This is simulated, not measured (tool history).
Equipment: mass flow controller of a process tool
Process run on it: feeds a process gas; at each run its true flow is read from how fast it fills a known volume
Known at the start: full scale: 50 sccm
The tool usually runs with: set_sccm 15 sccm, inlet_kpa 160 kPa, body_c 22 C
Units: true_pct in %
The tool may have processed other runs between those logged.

run	hour	set_sccm	inlet_kpa	body_c	true_pct
1	0	15	160	22	98.28
2	130.5	15	160	22	98.14
3	227.1	15	160	34	98.95
4	329.7	15	160	34	98.86
5	523.2	15	160	34	98.64
6	704.7	15	160	34	98.67
7	874.2	15	160	34	98.36
8	1040.5	15	160	34	98.25
9	1248.7	15	160	34	98.02
10	1413.9	15	192	34	98.26
11	1633.1	15	160	22	96.7
12	1805.7	15	160	22	96.71
13	1966.1	15	160	22	96.45
14	2181	15	160	22	96.21
# hour 2224.7: gauge calibrated
15	2304.7	15	160	22	98.07
16	2425.6	15	160	22	98.03
17	2617.8	15	160	22	97.94
18	2738.4	15	160	22	97.76
19	2940.3	15	160	22	97.52
20	3139.5	26	160	22	97.72
21	3238.3	15	160	22	97.18
22	3396.3	15	160	28	97.62
23	3620.1	15	255	26	97.84
24	3752.7	15	255	26	97.94
25	3913.1	15	275	32	98.3
26	4064.7	15	160	26	96.92
27	4269.4	16	160	24	96.62
28	4380.6	15	241	27	97.26
29	4590.3	14	160	22	96.14
30	4766.9	15	268	23	96.76
31	4904.6	22	206	22	96.5
32	5048	7	272	32	96.94
33	5203.6	39	278	30	97.94
34	5363.4	8	152	26	95.54
# hour 5447.1: gauge calibrated
35	5487.7	8	152	26	98.19
36	5697.7	15	162	23	97.98
37	5799.7	6	173	22	97.64
38	5995.5	6	173	22	97.57
39	6088.4	11	163	38	98.59
40	6311.6	6	196	27	97.79
41	6405.2	6	196	27	97.89
42	6564.1	6	196	27	97.56
43	6752.3	10	183	27	97.49
44	6958.5	13	200	30	97.71

Below are 5 alternative next runs, each starting from the tool's condition after run 44. Predict each:
A	7137.5	8	174	32	?
B	7137.5	13	200	31	?
C	7137.5	15	160	25	?
D	7137.5	30	177	34	?
E	7137.5	34	141	38	?

run	true_pct
A	97.25
B	97.58
C	96.96
D	98.29
E	98.45
Stripped of hidden state, with their random variation kept, the same runs would have yielded:
run	true_pct
A	98.77
B	99.1
C	98.47
D	99.81
E	99.99
